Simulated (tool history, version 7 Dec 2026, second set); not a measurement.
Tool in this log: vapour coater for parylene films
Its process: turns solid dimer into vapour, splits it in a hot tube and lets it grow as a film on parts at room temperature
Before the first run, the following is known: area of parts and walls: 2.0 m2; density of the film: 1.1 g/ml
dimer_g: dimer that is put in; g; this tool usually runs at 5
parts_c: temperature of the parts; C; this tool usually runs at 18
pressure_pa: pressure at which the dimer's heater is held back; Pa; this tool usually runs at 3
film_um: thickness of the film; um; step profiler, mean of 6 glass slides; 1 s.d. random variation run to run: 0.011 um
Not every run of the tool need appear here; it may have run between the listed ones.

Run 1, day 0: usual settings. Result: film_um 1.08 um.
At day 1.667: trap's valve overhauled.
Run 2, day 2.233: usual settings. Result: film_um 1.22 um.
Run 3, day 4.117: usual settings but parts_c 21 C. Result: film_um 1.15 um.
Run 4, day 6.788: usual settings but parts_c 10 C. Result: film_um 1.4 um.
Run 5, day 8.188: usual settings. Result: film_um 1.19 um.
Run 6, day 10.067: usual settings. Result: film_um 1.19 um.
Run 7, day 11.458: usual settings. Result: film_um 1.18 um.
Run 8, day 14.338: usual settings. Result: film_um 1.18 um.
Run 9, day 17.267: usual settings but parts_c 19 C. Result: film_um 1.13 um.
Run 10, day 19.8: usual settings but parts_c 19 C. Result: film_um 1.13 um.
Run 11, day 22.483: usual settings but parts_c 19 C. Result: film_um 1.11 um.
Run 12, day 23.992: usual settings but parts_c 21 C. Result: film_um 1.07 um.
Run 13, day 25.304: usual settings. Result: film_um 1.11 um.
Run 14, day 27.888: usual settings but parts_c 12 C, pressure_pa 2.54 Pa. Result: film_um 1.26 um.
Run 15, day 29.846: usual settings but parts_c 15 C. Result: film_um 1.16 um.
Run 16, day 32.325: usual settings but dimer_g 6 g, parts_c 27 C, pressure_pa 4.56 Pa. Result: film_um 1.03 um.
Run 17, day 34.692: usual settings but dimer_g 2 g, parts_c 30 C, pressure_pa 3.98 Pa. Result: film_um 0.32 um.
Run 18, day 37.604: usual settings but pressure_pa 3.49 Pa. Result: film_um 1.06 um.

Run 19 is up next; what results do you expect?
Run 19, day 39.3: usual settings but pressure_pa 3.49 Pa. Result: film_um ?.

film_um: 1.04 um
Were there no unlogged condition in the tool, this run, its random variation unchanged, would have produced film_um 1.21 um.
